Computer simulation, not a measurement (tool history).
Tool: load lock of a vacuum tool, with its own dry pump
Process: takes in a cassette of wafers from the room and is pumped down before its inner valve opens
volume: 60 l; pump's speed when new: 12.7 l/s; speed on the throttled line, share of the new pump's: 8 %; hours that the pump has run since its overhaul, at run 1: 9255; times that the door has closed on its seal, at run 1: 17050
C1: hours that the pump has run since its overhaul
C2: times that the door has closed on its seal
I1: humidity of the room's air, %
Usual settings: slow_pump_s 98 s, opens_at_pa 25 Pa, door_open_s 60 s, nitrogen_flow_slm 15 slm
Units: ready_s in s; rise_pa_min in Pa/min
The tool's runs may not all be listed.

run 1 hour=0.0 | slow_pump_s=98 opens_at_pa=25 door_open_s=60 nitrogen_flow_slm=15 | C1=9255 C2=17050 | I1=45.0 | ready_s=134.3 rise_pa_min=0.045
run 2 hour=87.1 | slow_pump_s=98 opens_at_pa=33 door_open_s=60 nitrogen_flow_slm=15 | C1=9342 C2=17392 | I1=46.0 | ready_s=133.8 rise_pa_min=0.038
run 3 hour=178.9 | slow_pump_s=98 opens_at_pa=33 door_open_s=60 nitrogen_flow_slm=15 | C1=9434 C2=17753 | I1=43.9 | ready_s=132.9 rise_pa_min=0.040
run 4 hour=230.1 | slow_pump_s=98 opens_at_pa=33 door_open_s=60 nitrogen_flow_slm=15 | C1=9485 C2=17954 | I1=42.9 | ready_s=133.9 rise_pa_min=0.040
run 5 hour=341.2 | slow_pump_s=98 opens_at_pa=33 door_open_s=60 nitrogen_flow_slm=15 | C1=9597 C2=18391 | I1=46.1 | ready_s=132.2 rise_pa_min=0.048
run 6 hour=421.5 | slow_pump_s=98 opens_at_pa=25 door_open_s=168 nitrogen_flow_slm=15 | C1=9677 C2=18707 | I1=44.9 | ready_s=136.1 rise_pa_min=0.067
run 7 hour=518.1 | slow_pump_s=98 opens_at_pa=25 door_open_s=60 nitrogen_flow_slm=15 | C1=9773 C2=19087 | I1=45.5 | ready_s=133.6 rise_pa_min=0.047
run 8 hour=578.7 | slow_pump_s=98 opens_at_pa=25 door_open_s=60 nitrogen_flow_slm=15 | C1=9834 C2=19325 | I1=44.7 | ready_s=134.8 rise_pa_min=0.043
run 9 hour=634.2 | slow_pump_s=98 opens_at_pa=25 door_open_s=60 nitrogen_flow_slm=15 | C1=9889 C2=19543 | I1=42.8 | ready_s=135.8 rise_pa_min=0.046
run 10 hour=721.9 | slow_pump_s=98 opens_at_pa=25 door_open_s=60 nitrogen_flow_slm=15 | C1=9977 C2=19888 | I1=52.1 | ready_s=136.5 rise_pa_min=0.049
run 11 hour=812.8 | slow_pump_s=98 opens_at_pa=25 door_open_s=76 nitrogen_flow_slm=15 | C1=10068 C2=20245 | I1=51.0 | ready_s=136.1 rise_pa_min=0.053
run 12 hour=889.7 | slow_pump_s=98 opens_at_pa=25 door_open_s=76 nitrogen_flow_slm=15 | C1=10145 C2=20547 | I1=46.1 | ready_s=135.7 rise_pa_min=0.052
run 13 hour=993.0 | slow_pump_s=54 opens_at_pa=35 door_open_s=92 nitrogen_flow_slm=8 | C1=10248 C2=20953 | I1=46.3 | ready_s=93.7 rise_pa_min=0.069
run 14 hour=1085.2 | slow_pump_s=54 opens_at_pa=37 door_open_s=168 nitrogen_flow_slm=8 | C1=10341 C2=21316 | I1=43.8 | ready_s=94.1 rise_pa_min=0.085
run 15 hour=1160.2 | slow_pump_s=54 opens_at_pa=27 door_open_s=168 nitrogen_flow_slm=6 | C1=10416 C2=21611 | I1=46.9 | ready_s=95.8 rise_pa_min=0.092
run 16 hour=1247.2 | slow_pump_s=54 opens_at_pa=27 door_open_s=39 nitrogen_flow_slm=6 | C1=10502 C2=21953 | I1=44.1 | ready_s=95.5 rise_pa_min=0.051
run 17 hour=1313.6 | slow_pump_s=64 opens_at_pa=36 door_open_s=65 nitrogen_flow_slm=23 | C1=10569 C2=22214 | I1=43.5 | ready_s=104.0 rise_pa_min=0.051
run 18 hour=1432.0 | slow_pump_s=64 opens_at_pa=36 door_open_s=135 nitrogen_flow_slm=23 | C1=10687 C2=22679 | I1=43.6 | ready_s=102.4 rise_pa_min=0.062
run 19 hour=1549.2 | slow_pump_s=64 opens_at_pa=36 door_open_s=135 nitrogen_flow_slm=23 | C1=10805 C2=23140 | I1=45.6 | ready_s=104.2 rise_pa_min=0.063
run 20 hour=1616.8 | slow_pump_s=82 opens_at_pa=22 door_open_s=43 nitrogen_flow_slm=18 | C1=10872 C2=23406 | I1=45.2 | ready_s=122.1 rise_pa_min=0.048
run 21 hour=1675.4 | slow_pump_s=126 opens_at_pa=43 door_open_s=58 nitrogen_flow_slm=6 | C1=10931 C2=23636 | I1=41.7 | ready_s=158.6 rise_pa_min=0.060

Forecast each of these 3 alternatives for the next run:
run A hour=1785.9 | slow_pump_s=126 opens_at_pa=43 door_open_s=65 nitrogen_flow_slm=4 | C1=11041 C2=24070 | I1=43.0 | ready_s=? rise_pa_min=?
run B hour=1785.9 | slow_pump_s=52 opens_at_pa=32 door_open_s=58 nitrogen_flow_slm=4 | C1=11041 C2=24070 | I1=46.3 | ready_s=? rise_pa_min=?
run C hour=1785.9 | slow_pump_s=72 opens_at_pa=20 door_open_s=60 nitrogen_flow_slm=5 | C1=11041 C2=24070 | I1=46.0 | ready_s=? rise_pa_min=?

run=A ready_s=157.5 rise_pa_min=0.063
run=B ready_s=93.9 rise_pa_min=0.062
run=C ready_s=113.1 rise_pa_min=0.068
Without the tool's hidden state the same runs would have given:
run=A ready_s=151.9 rise_pa_min=0.031
run=B ready_s=86.5 rise_pa_min=0.030
run=C ready_s=105.7 rise_pa_min=0.036
